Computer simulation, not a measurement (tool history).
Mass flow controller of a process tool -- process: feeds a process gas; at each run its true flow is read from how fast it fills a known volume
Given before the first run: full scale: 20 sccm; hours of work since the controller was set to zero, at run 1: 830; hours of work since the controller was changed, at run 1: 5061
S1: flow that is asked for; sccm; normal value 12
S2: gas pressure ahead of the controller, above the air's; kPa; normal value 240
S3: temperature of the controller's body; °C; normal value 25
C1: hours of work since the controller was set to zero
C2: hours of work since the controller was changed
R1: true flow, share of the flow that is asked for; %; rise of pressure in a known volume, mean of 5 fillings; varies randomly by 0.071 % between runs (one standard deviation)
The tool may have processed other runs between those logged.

{"run": 1, "hour": 0.0, "S1": 12, "S2": 240, "S3": 25, "C1": 830, "C2": 5061, "R1": 99.11}
{"run": 2, "hour": 408.5, "S1": 12, "S2": 240, "S3": 25, "C1": 965, "C2": 5196, "R1": 99.02}
{"run": 3, "hour": 629.7, "S1": 12, "S2": 240, "S3": 25, "C1": 1038, "C2": 5269, "R1": 99.15}
{"run": 4, "hour": 819.5, "S1": 12, "S2": 240, "S3": 25, "C1": 1101, "C2": 5332, "R1": 99.02}
{"hour": 838.3, "done": "controller's zero set anew"}
{"run": 5, "hour": 1252.4, "S1": 16, "S2": 240, "S3": 25, "C1": 137, "C2": 5475, "R1": 99.36}
{"run": 6, "hour": 1567.0, "S1": 11, "S2": 240, "S3": 25, "C1": 241, "C2": 5579, "R1": 99.54}
{"run": 7, "hour": 1797.5, "S1": 12, "S2": 240, "S3": 23, "C1": 317, "C2": 5655, "R1": 99.23}
{"run": 8, "hour": 2247.2, "S1": 12, "S2": 187, "S3": 23, "C1": 466, "C2": 5804, "R1": 99.04}
{"run": 9, "hour": 2486.0, "S1": 12, "S2": 151, "S3": 23, "C1": 545, "C2": 5883, "R1": 99}
{"run": 10, "hour": 2904.8, "S1": 8, "S2": 158, "S3": 24, "C1": 683, "C2": 6021, "R1": 99.35}

Here are 4 independent what-if runs from the current tool condition. What would each one return?
{"hour": 3275.8, "done": "controller's zero set anew, once more"}
{"run": "A", "hour": 3343.7, "S1": 8, "S2": 195, "S3": 24, "C1": 22, "C2": 6166, "R1": "?"}
{"hour": 3275.8, "done": "controller's zero set anew, once more"}
{"run": "B", "hour": 3343.7, "S1": 8, "S2": 158, "S3": 36, "C1": 22, "C2": 6166, "R1": "?"}
{"hour": 3275.8, "done": "controller's zero set anew, once more"}
{"run": "C", "hour": 3343.7, "S1": 6, "S2": 221, "S3": 26, "C1": 22, "C2": 6166, "R1": "?"}
{"hour": 3275.8, "done": "controller's zero set anew, once more"}
{"run": "D", "hour": 3343.7, "S1": 12, "S2": 230, "S3": 38, "C1": 22, "C2": 6166, "R1": "?"}

run=A R1=98.06
run=B R1=98.49
run=C R1=98.33
run=D R1=98.99
Without the tool's hidden state the same runs would have given:
run=A R1=99.41
run=B R1=99.83
run=C R1=99.63
run=D R1=100.37
